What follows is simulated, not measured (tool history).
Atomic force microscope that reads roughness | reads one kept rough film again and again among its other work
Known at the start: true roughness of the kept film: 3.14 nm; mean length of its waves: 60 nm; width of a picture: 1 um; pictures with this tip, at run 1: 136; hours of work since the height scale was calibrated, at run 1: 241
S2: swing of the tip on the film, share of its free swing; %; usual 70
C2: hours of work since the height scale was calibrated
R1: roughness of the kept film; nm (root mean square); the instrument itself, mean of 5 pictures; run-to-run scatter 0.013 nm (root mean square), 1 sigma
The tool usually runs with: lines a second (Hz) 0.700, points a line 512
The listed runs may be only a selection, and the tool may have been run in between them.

Run 1, day 0.000: usual settings; pictures with this tip 136; C2 241. Result: R1 2.798 nm (root mean square).
At day 0.092: new tip fitted.
Run 2, day 0.217: usual settings; pictures with this tip 6; C2 244. Result: R1 2.990 nm (root mean square).
Run 3, day 0.504: usual settings; pictures with this tip 21; C2 249. Result: R1 2.968 nm (root mean square).
Run 4, day 0.862: usual settings; pictures with this tip 40; C2 254. Result: R1 2.940 nm (root mean square).
Run 5, day 1.288: usual settings but S2 86 %; pictures with this tip 62; C2 260. Result: R1 2.856 nm (root mean square).
Run 6, day 1.771: usual settings but S2 86 %; pictures with this tip 87; C2 268. Result: R1 2.810 nm (root mean square).
Run 7, day 2.138: usual settings but S2 86 %; pictures with this tip 106; C2 273. Result: R1 2.796 nm (root mean square).
At day 2.208: height scale calibrated on a step standard.
Run 8, day 2.546: usual settings but S2 86 %; pictures with this tip 125; C2 5. Result: R1 2.768 nm (root mean square).
At day 2.854: new tip fitted.
Run 9, day 2.929: usual settings; pictures with this tip 4; C2 10. Result: R1 3.003 nm (root mean square).
Run 10, day 3.242: usual settings; pictures with this tip 20; C2 15. Result: R1 2.974 nm (root mean square).

Run 11 has not been measured yet. What should we expect?
Run 11, day 3.558: usual settings but lines a second (Hz) 0.586, S2 57 %, points a line 495; pictures with this tip 36; C2 20. Result: R1 ?.

{"run 11": {"R1": 2.981}}
On a tool with no hidden condition, and with the same random variation, this run would have come out at R1 3.029 nm (root mean square).

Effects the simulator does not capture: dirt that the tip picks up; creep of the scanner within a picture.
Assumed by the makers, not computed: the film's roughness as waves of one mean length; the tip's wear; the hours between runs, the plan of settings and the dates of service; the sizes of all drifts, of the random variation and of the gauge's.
